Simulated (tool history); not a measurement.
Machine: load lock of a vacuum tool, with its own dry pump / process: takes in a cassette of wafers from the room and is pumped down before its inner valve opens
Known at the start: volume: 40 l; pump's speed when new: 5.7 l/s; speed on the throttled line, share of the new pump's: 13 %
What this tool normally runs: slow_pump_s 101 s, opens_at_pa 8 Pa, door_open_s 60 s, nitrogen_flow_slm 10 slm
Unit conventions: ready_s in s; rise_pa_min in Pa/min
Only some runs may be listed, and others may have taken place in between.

run	hour	slow_pump_s	opens_at_pa	door_open_s	nitrogen_flow_slm	incoming humidity of the room's air, %	ready_s	rise_pa_min
1	0	101	8	60	10	43.8	162.8	0.116
2	183.2	101	8	60	10	50	164.5	0.136
3	401.7	101	8	60	10	43.3	163.5	0.142
4	717.6	101	8	60	10	45.8	164.4	0.152
5	1157.7	101	8	60	10	43.7	164.2	0.184
6	1468.9	101	8	60	19	46.6	163.4	0.19
7	1801	101	8	60	19	47.6	164.6	0.215
8	2201.9	101	8	71	10	43.3	165.5	0.256
9	2521.7	101	8	71	10	46.3	165.3	0.279
10	2710.3	101	8	71	10	43.9	164.8	0.287
11	3051.6	101	8	71	10	42.9	167.1	0.327
12	3486.6	95	8	71	6	45.2	161.1	0.361
13	3869.5	101	8	35	10	44.3	164.8	0.356
14	4101.2	101	8	35	10	47.3	165.5	0.393
15	4423.4	101	8	60	10	42.3	165.5	0.425
# hour 4679.2: dry pump taken out, an overhauled one fitted
16	4883.5	101	8	60	10	41.5	155.7	0.464
17	5317.1	101	8	60	10	45.2	155.1	0.52
18	5663.1	101	8	45	24	43	155.5	0.528
19	6071.3	101	8	45	24	47	156.1	0.577
20	6344.2	58	9	35	38	46.1	117.1	0.591

3 ways to go on from here, each from the tool as it stands after run 20. What would each give?
A	6664.8	136	6	60	4	46.5	?	?
B	6664.8	101	8	91	7	43.4	?	?
C	6664.8	66	8	60	10	46.4	?	?

run	ready_s	rise_pa_min
A	189.7	0.694
B	158.1	0.69
C	125.7	0.661
Without the tool's unlogged condition, the same runs would have read:
run	ready_s	rise_pa_min
A	188.7	0.078
B	157	0.082
C	124.7	0.056

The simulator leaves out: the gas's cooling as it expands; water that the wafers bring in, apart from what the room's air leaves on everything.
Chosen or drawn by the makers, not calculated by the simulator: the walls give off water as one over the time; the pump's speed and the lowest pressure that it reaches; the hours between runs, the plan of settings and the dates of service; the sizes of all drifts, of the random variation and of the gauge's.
